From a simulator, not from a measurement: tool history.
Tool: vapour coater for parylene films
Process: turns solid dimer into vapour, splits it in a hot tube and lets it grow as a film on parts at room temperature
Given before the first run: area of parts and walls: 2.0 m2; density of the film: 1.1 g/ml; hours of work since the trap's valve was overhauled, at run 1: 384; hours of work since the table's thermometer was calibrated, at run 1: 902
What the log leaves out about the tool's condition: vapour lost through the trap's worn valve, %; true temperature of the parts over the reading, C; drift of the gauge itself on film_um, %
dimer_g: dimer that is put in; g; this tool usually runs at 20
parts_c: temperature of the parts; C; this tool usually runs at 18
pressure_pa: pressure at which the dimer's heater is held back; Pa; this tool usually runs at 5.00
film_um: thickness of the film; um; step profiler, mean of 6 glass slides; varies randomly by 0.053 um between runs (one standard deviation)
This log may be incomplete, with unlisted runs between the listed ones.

| run | hour | dimer_g | parts_c | pressure_pa | hours of work since the trap's valve was overhauled | hours of work since the table's thermometer was calibrated | film_um |
|---|---|---|---|---|---|---|---|
| 1 | 0.0 | 20 | 18 | 5.00 | 384 | 902 | 5.57 |
| 2 | 26.0 | 20 | 18 | 2.08 | 407 | 925 | 6.29 |
| 3 | 51.6 | 20 | 18 | 2.08 | 430 | 947 | 6.18 |
| 4 | 74.9 | 20 | 18 | 2.08 | 450 | 968 | 6.14 |
| 5 | 91.7 | 35 | 18 | 2.08 | 465 | 983 | 10.73 |
| 6 | 104.7 | 35 | 18 | 2.08 | 477 | 994 | 10.67 |
|  | 116.2 | trap's valve overhauled |
| 7 | 121.8 | 20 | 18 | 5.00 | 5 | 1006 | 6.18 |
| 8 | 138.9 | 20 | 18 | 5.00 | 20 | 1021 | 6.22 |
| 9 | 163.4 | 20 | 18 | 4.72 | 42 | 1042 | 6.33 |
| 10 | 176.3 | 20 | 18 | 4.72 | 53 | 1054 | 6.28 |
| 11 | 198.7 | 20 | 18 | 4.72 | 73 | 1074 | 6.21 |
| 12 | 219.7 | 20 | 18 | 4.72 | 91 | 1092 | 6.08 |
| 13 | 236.3 | 12 | 23 | 7.01 | 106 | 1107 | 2.83 |
| 14 | 256.3 | 14 | 12 | 2.68 | 124 | 1124 | 5.87 |
| 15 | 272.9 | 23 | 18 | 4.46 | 138 | 1139 | 6.95 |
| 16 | 286.4 | 27 | 25 | 4.36 | 150 | 1151 | 6.25 |
| 17 | 299.9 | 20 | 18 | 5.03 | 162 | 1163 | 6.01 |
| 18 | 316.2 | 20 | 18 | 5.03 | 177 | 1177 | 5.88 |
| 19 | 331.3 | 20 | 13 | 2.80 | 190 | 1191 | 7.90 |
| 20 | 346.6 | 20 | 27 | 6.37 | 203 | 1204 | 3.94 |
| 21 | 357.6 | 32 | 14 | 11.67 | 213 | 1214 | 9.50 |
| 22 | 379.0 | 13 | 14 | 6.57 | 232 | 1233 | 4.22 |
| 23 | 405.3 | 29 | 18 | 11.29 | 255 | 1256 | 7.47 |

Here are 5 independent what-if runs from the current tool condition. What would each one return?
| A | 416.6 | 15 | 13 | 7.35 | 265 | 1266 | ? |
| B | 416.6 | 20 | 17 | 10.85 | 265 | 1266 | ? |
| C | 416.6 | 20 | 26 | 5.00 | 265 | 1266 | ? |
| D | 416.6 | 20 | 28 | 11.07 | 265 | 1266 | ? |
| E | 416.6 | 29 | 10 | 11.29 | 265 | 1266 | ? |

| run | film_um |
|---|---|
| A | 4.98 |
| B | 5.42 |
| C | 4.22 |
| D | 3.44 |
| E | 10.04 |
Stripped of hidden state, with their random variation kept, the same runs would have yielded:
| run | film_um |
|---|---|
| A | 5.31 |
| B | 5.78 |
| C | 4.50 |
| D | 3.67 |
| E | 10.71 |
